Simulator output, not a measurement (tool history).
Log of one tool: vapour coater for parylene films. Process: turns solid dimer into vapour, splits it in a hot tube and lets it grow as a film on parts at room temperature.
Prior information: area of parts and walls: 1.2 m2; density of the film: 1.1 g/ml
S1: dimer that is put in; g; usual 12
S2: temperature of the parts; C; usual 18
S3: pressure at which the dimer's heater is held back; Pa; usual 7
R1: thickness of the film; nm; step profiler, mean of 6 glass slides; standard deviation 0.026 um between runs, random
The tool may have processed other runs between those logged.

run   hour  S1  S2    S3    R1
  1      0  12  18     7  3860
  2   10.6  12  18     7  3880
  3   27.1  12  23     7  3170
  4   35.6  12  18     7  3850
      40.3  -- trap's valve overhauled
  5   47.6  12  18     7  3780
  6   61.3  12  18     7  3790
  7   74.5  12  18     7  3770
  8   86.4  12  18     7  3760
  9   95.4  12  18     7  3770
     103.9  -- trap's valve overhauled, once more
 10  114.3  12  18     7  4040
 11    126  12  18     7  4050
 12    140  12  18     7  4030
 13    156   9  18     7  3010
 14  171.2   9  18     7  3020
 15  180.3   9  18     7  3000
 16  195.3   9  18     7  3020
 17  209.6   9  18     7  3020
 18  226.3   9  18     7  2950
 19  234.7   9  18     7  2990
 20  244.7  12  18     7  3930
 21  258.7  12  18     7  3930
 22  272.7  12  18     7  3910
 23  285.4  12  18     7  3930
 24  299.4  12  26  5.22  3010
 25  311.5  12  26  5.22  3020
 26    325   8  23  2.55  2570
 27  332.6   8  23  2.55  2570
 28  346.4   8  23  2.55  2540
 29  360.5   8  23  2.55  2550
 30  371.1   8  23  2.55  2580
 31  382.4  22  20  2.79  7740
 32    393   6  25  2.79  1730
 33  401.9   6  25  2.79  1720
 34  415.4   6  25  2.79  1700
 35  430.4   6  14  2.04  2750
 36  440.6   6  14  2.04  2780
 37    452   6  14  2.04  2760
 38  461.8   6  14  2.04  2760
 39  472.7   8  28   2.5  2060
     481.9  -- trap's valve overhauled
 40  493.2   8  28   2.5  2170
 41  500.7   8  28   2.5  2170
 42  508.8  10  18     7  3350

Predict the results of run 43:
 43  520.1  12  25  3.13   ?

R1: 3540 nm
Had the tool carried no hidden state, the very same run would have given R1 3660 nm.
